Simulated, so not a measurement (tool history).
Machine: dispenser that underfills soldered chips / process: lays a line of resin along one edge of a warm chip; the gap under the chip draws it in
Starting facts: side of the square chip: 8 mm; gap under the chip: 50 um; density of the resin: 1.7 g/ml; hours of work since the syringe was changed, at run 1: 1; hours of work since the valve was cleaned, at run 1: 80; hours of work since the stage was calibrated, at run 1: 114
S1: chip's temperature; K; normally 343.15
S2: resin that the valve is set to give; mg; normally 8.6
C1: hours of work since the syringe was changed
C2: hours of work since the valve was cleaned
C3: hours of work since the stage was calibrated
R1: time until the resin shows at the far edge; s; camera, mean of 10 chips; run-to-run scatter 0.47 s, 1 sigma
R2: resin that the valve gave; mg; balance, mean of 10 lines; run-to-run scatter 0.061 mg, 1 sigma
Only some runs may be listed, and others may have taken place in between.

run	hour	S1	S2	C1	C2	C3	R1	R2
1	0	343.15	8.6	1	80	114	40	8.2
2	6.4	343.15	8.6	5	84	118	59.7	8.25
3	10.3	343.15	8.6	8	87	121	77.9	8.16
# hour 12.8: new syringe of resin
4	14.3	343.15	8.6	1	90	124	40.8	7.99
5	19.4	343.15	8.6	5	94	128	56.1	8.03
6	23.3	345.15	8.6	8	97	130	68.5	8.11
# hour 26.5: new syringe of resin
7	28.6	345.15	8.6	2	100	134	39.9	8.03
8	35.3	345.15	8.6	6	105	139	59.5	8.1
# hour 40.6: new syringe of resin
9	42.3	343.15	9.07	1	110	144	41.3	8.39
10	47.1	343.15	9.07	5	113	147	56.3	8.48
11	52.6	343.15	9.07	9	117	151	81.4	8.33
# hour 54.3: new syringe of resin
12	57.9	343.15	9.07	3	121	155	47.3	8.43
13	62.6	343.15	9.07	6	124	158	63.2	8.3
# hour 68.1: new syringe of resin
14	69.8	328.15	8.6	1	129	163	76.8	7.9
15	75	328.15	8.6	5	133	167	104.8	7.83
16	78.6	328.15	8.6	8	136	170	132	7.93
# hour 81.7: new syringe of resin
17	86.6	328.15	8.6	4	141	175	92.7	7.92
18	92.4	343.15	8.6	8	146	180	75.6	7.79
# hour 94.6: dispensing valve cleaned and set on the balance
# hour 96.7: new syringe of resin
19	101.1	340.15	9.11	3	5	185	54	9.1
20	107.8	343.15	10.46	8	9	190	76.2	10.48
# hour 110.8: new syringe of resin
21	112.5	343.15	10.46	1	13	193	41.1	10.39
22	118.7	352.15	11.06	6	17	197	44.3	10.87
# hour 124.5: new syringe of resin
23	125.4	340.15	8.6	1	22	202	45.5	8.55
24	131.6	343.15	8.19	5	26	207	62.1	8.09
25	136.9	329.15	10.01	9	30	210	146.4	9.77
# hour 138.3: new syringe of resin
26	142	329.15	9.98	3	34	214	81.1	9.91
27	148.6	338.15	11.04	7	38	219	87.6	10.8
# hour 151.9: new syringe of resin
28	153.6	356.15	10.1	1	42	222	26	9.81
29	159.6	335.15	7.77	6	46	226	85.8	7.54
30	165.1	348.15	8.07	10	50	230	74.4	7.92
# hour 166.1: new syringe of resin
31	168.9	329.15	10.6	2	53	233	75.8	10.23
32	173.3	329.15	10.6	5	56	236	101.4	10.18
# hour 180.2: new syringe of resin
33	181.1	336.15	11.15	1	61	242	50.2	10.74
34	184.9	347.15	9.07	3	64	244	44.7	8.69
35	191.9	347.15	9.07	8	69	250	67.7	8.79
# hour 193.8: new syringe of resin
36	199.3	354.15	10.7	4	74	255	35.5	10.28

3 ways to go on from here, each from the tool as it stands after run 36. What would each give?
A	204.2	334.15	8.7	8	78	258	?	?
B	204.2	344.15	9.82	8	78	258	?	?
C	204.2	343.15	9.56	8	78	258	?	?

run	R1	R2
A	105.2	8.4
B	69.3	9.42
C	73	9.13
Stripped of hidden state, with their random variation kept, the same runs would have yielded:
run	R1	R2
A	51	8.78
B	33.7	9.84
C	35.3	9.54
